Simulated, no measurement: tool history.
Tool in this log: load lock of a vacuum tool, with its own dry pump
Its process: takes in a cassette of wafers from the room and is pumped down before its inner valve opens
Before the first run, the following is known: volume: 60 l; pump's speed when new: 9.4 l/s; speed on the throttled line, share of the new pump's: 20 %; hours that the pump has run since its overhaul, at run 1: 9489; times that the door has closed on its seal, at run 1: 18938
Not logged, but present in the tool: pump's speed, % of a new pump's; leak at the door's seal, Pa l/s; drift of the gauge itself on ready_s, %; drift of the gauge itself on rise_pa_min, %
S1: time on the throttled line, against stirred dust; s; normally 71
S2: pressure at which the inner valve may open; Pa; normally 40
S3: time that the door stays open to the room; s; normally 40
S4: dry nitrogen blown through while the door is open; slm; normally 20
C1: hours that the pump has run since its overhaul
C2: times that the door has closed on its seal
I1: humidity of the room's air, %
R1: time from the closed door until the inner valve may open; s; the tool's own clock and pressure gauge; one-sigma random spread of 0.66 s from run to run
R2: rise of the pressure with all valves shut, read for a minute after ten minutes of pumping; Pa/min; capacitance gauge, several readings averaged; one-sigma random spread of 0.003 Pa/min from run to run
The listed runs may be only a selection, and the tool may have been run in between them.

Run 1, hour 0.0: usual settings; C1 9489; C2 18938; I1 46.3. Result: R1 115.7 s, R2 0.285 Pa/min.
Run 2, hour 178.7: usual settings; C1 9668; C2 19322; I1 44.2. Result: R1 115.7 s, R2 0.284 Pa/min.
Run 3, hour 282.4: usual settings; C1 9771; C2 19546; I1 40.9. Result: R1 115.9 s, R2 0.298 Pa/min.
Run 4, hour 479.5: usual settings; C1 9969; C2 19970; I1 45.5. Result: R1 115.8 s, R2 0.302 Pa/min.
Run 5, hour 730.8: usual settings; C1 10220; C2 20511; I1 44.5. Result: R1 117.2 s, R2 0.316 Pa/min.
Run 6, hour 920.1: usual settings; C1 10409; C2 20919; I1 50.3. Result: R1 117.0 s, R2 0.327 Pa/min.
Run 7, hour 1065.2: usual settings; C1 10554; C2 21231; I1 41.9. Result: R1 116.6 s, R2 0.340 Pa/min.
Run 8, hour 1289.3: usual settings; C1 10778; C2 21713; I1 46.0. Result: R1 117.8 s, R2 0.341 Pa/min.
Run 9, hour 1475.8: usual settings but S4 43 slm; C1 10965; C2 22115; I1 42.4. Result: R1 117.6 s, R2 0.357 Pa/min.
Run 10, hour 1578.7: usual settings but S4 43 slm; C1 11068; C2 22336; I1 44.8. Result: R1 116.9 s, R2 0.353 Pa/min.
Run 11, hour 1775.0: usual settings but S1 75 s, S3 27 s, S4 43 slm; C1 11264; C2 22759; I1 46.5. Result: R1 121.2 s, R2 0.353 Pa/min.
Run 12, hour 1896.2: usual settings but S1 75 s, S3 27 s, S4 43 slm; C1 11385; C2 23020; I1 45.9. Result: R1 121.2 s, R2 0.378 Pa/min.
Run 13, hour 2040.5: usual settings but S1 75 s, S2 36 Pa, S3 56 s, S4 43 slm; C1 11529; C2 23330; I1 46.3. Result: R1 121.9 s, R2 0.392 Pa/min.
At hour 2203.5: dry pump taken out, an overhauled one fitted.
Run 14, hour 2258.0: usual settings but S1 72 s, S2 36 Pa, S3 54 s, S4 11 slm; C1 54; C2 23786; I1 43.2. Result: R1 109.2 s, R2 0.413 Pa/min.
Run 15, hour 2458.8: usual settings but S1 72 s, S2 36 Pa, S3 54 s, S4 11 slm; C1 255; C2 24218; I1 44.1. Result: R1 108.0 s, R2 0.424 Pa/min.
Run 16, hour 2586.6: usual settings but S1 58 s, S2 68 Pa, S3 154 s, S4 35 slm; C1 383; C2 24493; I1 46.9. Result: R1 94.5 s, R2 0.433 Pa/min.

Alternative continuations, all from the tool just after run 16; predict every row:
Run A, hour 2748.6: usual settings but S1 61 s, S2 44 Pa, S3 39 s, S4 35 slm; C1 545; C2 24842; I1 45.7. Result: R1 ?, R2 ?.
Run B, hour 2748.6: usual settings but S1 58 s, S2 68 Pa, S3 154 s, S4 10 slm; C1 545; C2 24842; I1 45.8. Result: R1 ?, R2 ?.
Run C, hour 2748.6: usual settings but S1 108 s, S3 101 s, S4 14 slm; C1 545; C2 24842; I1 44.0. Result: R1 ?, R2 ?.
Run D, hour 2748.6: usual settings but S1 76 s, S2 68 Pa, S3 154 s, S4 34 slm; C1 545; C2 24842; I1 44.6. Result: R1 ?, R2 ?.

run     R1     R2
  A   99.1  0.432
  B   94.2  0.462
  C  137.6  0.446
  D  108.5  0.449
Without the tool's unlogged condition, the same runs would have read:
run     R1     R2
  A   97.9  0.014
  B   93.1  0.047
  C  136.6  0.032
  D  107.4  0.024

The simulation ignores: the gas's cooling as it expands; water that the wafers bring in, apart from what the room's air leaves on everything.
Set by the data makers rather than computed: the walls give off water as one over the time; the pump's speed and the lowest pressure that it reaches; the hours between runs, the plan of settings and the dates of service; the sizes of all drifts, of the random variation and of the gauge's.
